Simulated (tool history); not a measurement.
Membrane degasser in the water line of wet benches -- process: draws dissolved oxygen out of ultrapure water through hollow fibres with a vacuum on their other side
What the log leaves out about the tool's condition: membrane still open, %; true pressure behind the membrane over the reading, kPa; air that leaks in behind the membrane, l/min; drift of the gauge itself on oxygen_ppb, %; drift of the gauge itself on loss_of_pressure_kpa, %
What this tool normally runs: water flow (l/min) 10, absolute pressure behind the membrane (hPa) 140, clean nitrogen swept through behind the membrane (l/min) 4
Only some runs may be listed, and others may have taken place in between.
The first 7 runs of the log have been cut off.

run    hour  water flow (l/min)  absolute pressure behind the membrane (hPa)  clean nitrogen swept through behind the membrane (l/min)  hours since the membrane was changed  hours since the vacuum gauge was calibrated  hours since the vacuum lines were made tight  dissolved oxygen in the water behind the degasser (ppb)  pressure that the water loses in the fibres (hPa)
  8   568.9                  10                                          140                                                      5.83                                  5066                                         5139                                          1862                                                    303.6                                              457.7
  9   662.8                  10                                          140                                                      5.83                                  5160                                         5233                                          1956                                                    298.7                                              461.1
 10   749.2                  10                                          140                                                      5.83                                  5246                                         5319                                          2042                                                    305.4                                              460.3
 11   882.1                   9                                          140                                                      5.83                                  5379                                         5452                                          2175                                                    242.4                                              414.3
 12   972.2                   9                                          140                                                      5.83                                  5470                                         5542                                          2265                                                    241.8                                              415.4
 13  1072.7                   9                                          140                                                      5.83                                  5570                                         5643                                          2366                                                    244.1                                              415.4
 14  1192.2                   9                                          140                                                      5.83                                  5690                                         5762                                          2485                                                      241                                              414.6
 15  1317.6                   9                                          140                                                      2.27                                  5815                                         5888                                          2611                                                    307.1                                              415.4
     1361.5  -- vacuum gauge calibrated
 16  1430.4                  10                                          140                                                         4                                  5927                                           69                                          2723                                                    325.1                                                464
 17  1561.4                  10                                          140                                                         4                                  6058                                          200                                          2854                                                    325.6                                              463.1
 18  1631.4                   8                                          243                                                      7.28                                  6128                                          270                                          2924                                                    211.5                                              373.1
 19  1690.2                  14                                          120                                                      4.59                                  6187                                          329                                          2983                                                      570                                              644.1
 20  1781.1                  14                                          120                                                      4.59                                  6278                                          420                                          3074                                                      566                                              644.2
 21  1839.2                   7                                          173                                                      4.59                                  6336                                          478                                          3132                                                    161.9                                              322.8
 22  1940.1                  13                                          140                                                      1.75                                  6437                                          579                                          3233                                                    614.1                                              601.2

Run 23 is up next; what results do you expect?
 23  2062.6                   8                                          232                                                      4.72                                  6559                                          701                                          3355                                                        ?                                                  ?

dissolved oxygen in the water behind the degasser (ppb): 240.4
pressure that the water loses in the fibres (hPa): 370.4
Take away the tool's hidden state, keep the run-to-run variation as it was, and the same run would have given dissolved oxygen in the water behind the degasser (ppb) 226.3, pressure that the water loses in the fibres (hPa) 362.8.
